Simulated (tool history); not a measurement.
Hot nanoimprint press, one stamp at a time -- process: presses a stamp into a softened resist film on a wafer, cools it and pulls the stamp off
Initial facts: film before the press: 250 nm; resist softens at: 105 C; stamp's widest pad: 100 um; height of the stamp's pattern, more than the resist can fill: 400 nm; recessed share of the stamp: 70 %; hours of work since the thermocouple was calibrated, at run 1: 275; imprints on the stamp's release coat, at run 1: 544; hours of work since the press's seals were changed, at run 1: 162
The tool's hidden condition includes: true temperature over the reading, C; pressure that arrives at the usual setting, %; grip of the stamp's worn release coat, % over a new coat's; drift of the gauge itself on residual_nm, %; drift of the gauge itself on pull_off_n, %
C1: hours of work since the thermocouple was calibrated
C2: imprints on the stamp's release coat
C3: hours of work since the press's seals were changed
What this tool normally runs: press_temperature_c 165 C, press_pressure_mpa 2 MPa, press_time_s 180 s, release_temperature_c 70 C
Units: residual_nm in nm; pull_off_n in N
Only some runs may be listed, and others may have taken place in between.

Run 1, hour 0: usual settings; C1 275; C2 544; C3 162. Result: residual_nm 135 nm, pull_off_n 199 N.
Run 2, hour 17.6: usual settings; C1 287; C2 584; C3 173. Result: residual_nm 133.9 nm, pull_off_n 205 N.
Run 3, hour 28.1: usual settings; C1 294; C2 607; C3 180. Result: residual_nm 134.6 nm, pull_off_n 217 N.
Run 4, hour 46.3: usual settings but press_time_s 250 s; C1 306; C2 648; C3 192. Result: residual_nm 120.6 nm, pull_off_n 216 N.
Run 5, hour 58: usual settings but press_time_s 250 s; C1 314; C2 674; C3 200. Result: residual_nm 121.1 nm, pull_off_n 205 N.
At hour 62.8: plate thermocouple calibrated.
Run 6, hour 76.9: usual settings; C1 9; C2 709; C3 211. Result: residual_nm 133.3 nm, pull_off_n 220 N.
Run 7, hour 86.1: usual settings; C1 15; C2 730; C3 217. Result: residual_nm 133 nm, pull_off_n 214 N.
Run 8, hour 95.9: usual settings but press_time_s 345 s; C1 22; C2 752; C3 223. Result: residual_nm 107.5 nm, pull_off_n 214 N.
Run 9, hour 108: usual settings but press_temperature_c 158 C, press_time_s 148 s; C1 30; C2 779; C3 231. Result: residual_nm 172.3 nm, pull_off_n 218 N.
At hour 113.7: plate thermocouple calibrated, once more.
Run 10, hour 132.5: usual settings but press_temperature_c 166 C, release_temperature_c 78 C; C1 12; C2 827; C3 245. Result: residual_nm 132.3 nm, pull_off_n 182 N.
Run 11, hour 152.4: usual settings but press_temperature_c 166 C, release_temperature_c 78 C; C1 26; C2 871; C3 259. Result: residual_nm 132.2 nm, pull_off_n 187 N.

Selected run-to-run steps in residual_nm, each split into two signed amounts: the part the tool would show with no hidden state at all (from settings, incoming material and random variation), and the remainder, which goes to the hidden state together with any gauge scatter not common to the measured and the hidden-state-free results:
Run 8 -> 9: press_temperature_c 165 -> 158, press_time_s 345 -> 148. residual_nm +64.8 nm: hidden state -1, all else +65.8.
Run 9 -> 10: press_temperature_c 158 -> 166, press_time_s 148 -> 180, release_temperature_c 70 -> 78, plate thermocouple calibrated, once more. residual_nm -40 nm: hidden state +4.6, all else -44.6.
